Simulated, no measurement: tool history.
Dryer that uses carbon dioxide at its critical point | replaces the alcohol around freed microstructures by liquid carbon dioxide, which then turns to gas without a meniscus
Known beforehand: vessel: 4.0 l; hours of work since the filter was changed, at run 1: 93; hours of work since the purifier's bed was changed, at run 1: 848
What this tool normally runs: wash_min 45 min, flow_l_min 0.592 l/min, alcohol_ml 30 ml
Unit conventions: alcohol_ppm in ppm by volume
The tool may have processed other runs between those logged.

run	day	wash_min	flow_l_min	alcohol_ml	hours of work since the filter was changed	hours of work since the purifier's bed was changed	alcohol_ppm
1	0.000	45	0.592	30	93	848	95
2	1.783	67	0.592	30	110	866	62
3	2.812	67	0.592	30	120	876	57
4	3.783	67	0.394	30	129	885	108
5	5.400	67	0.394	30	145	900	104
6	6.942	45	0.592	30	160	915	96
7	8.912	45	0.592	30	179	934	116
8	10.362	45	0.592	30	193	948	110
9	11.638	45	0.837	30	205	961	65
10	13.417	45	0.837	30	222	978	68
11	14.446	45	0.592	28	232	988	117
12	15.917	45	0.592	35	246	1002	126
13	18.042	45	0.592	35	267	1022	132
14	19.317	45	0.494	30	279	1035	188
# day 20.888: inlet filter changed
15	20.971	60	0.592	30	1	1050	68
16	21.992	60	0.592	30	11	1060	69
17	23.888	60	0.592	30	29	1078	67
18	24.917	45	0.592	30	39	1088	105
19	25.867	45	0.592	30	48	1097	109
20	27.092	45	0.501	30	60	1109	177
21	29.304	45	0.501	30	81	1130	161
22	30.254	45	0.592	30	90	1140	112
23	31.304	45	0.521	30	100	1150	168
24	33.142	54	0.968	98	118	1167	77
25	34.458	54	0.968	98	131	1180	67
26	35.442	54	0.968	98	140	1190	75
27	37.096	36	0.707	55	156	1205	186
28	38.612	36	0.707	55	171	1220	188
29	40.100	31	0.940	30	185	1234	112
30	41.946	50	0.592	59	203	1252	130
31	44.038	35	0.591	36	223	1272	276
32	45.112	35	0.591	36	233	1283	271
33	46.267	45	0.533	84	244	1294	342
34	47.496	34	0.533	99	256	1306	972
35	49.579	34	0.533	99	276	1326	992
36	50.562	34	0.533	99	286	1335	987
# day 51.417: inlet filter changed
37	52.612	30	0.625	23	11	1355	225
38	54.321	30	0.625	23	28	1371	227
# day 55.342: purifier's bed changed
39	56.008	36	0.584	24	43	6	117
40	57.908	36	0.584	24	61	25	113
41	59.912	30	0.584	22	81	44	197
42	61.408	30	0.584	22	95	58	205
43	62.929	38	0.412	34	110	73	432
44	64.350	68	0.438	86	123	87	86
45	65.275	45	0.475	110	132	96	492
46	66.546	62	0.573	24	145	108	20

What differs in the tool's unlogged condition from the final listed run ahead of each entry between runs to the first listed run following it?
From run 14 to run 15: inlet filter changed (day 20.888)
  flow that reaches the vessel past the clogged filter, %: 93.2 -> 99.7; alcohol in the recycled carbon dioxide, ppm: 63 -> 63.9
  difference, measured minus the result without the unlogged condition, alcohol_ppm: +91 -> +59 ppm by volume
From run 36 to run 37: inlet filter changed (day 51.417)
  flow that reaches the vessel past the clogged filter, %: 93.3 -> 99.5; alcohol in the recycled carbon dioxide, ppm: 80.1 -> 81.2
  difference, measured minus the result without the unlogged condition, alcohol_ppm: +269 -> +80 ppm by volume
From run 38 to run 39: purifier's bed changed (day 55.342)
  flow that reaches the vessel past the clogged filter, %: 99.1 -> 98.8; alcohol in the recycled carbon dioxide, ppm: 82 -> 6.3
  difference, measured minus the result without the unlogged condition, alcohol_ppm: +81 -> +6 ppm by volume
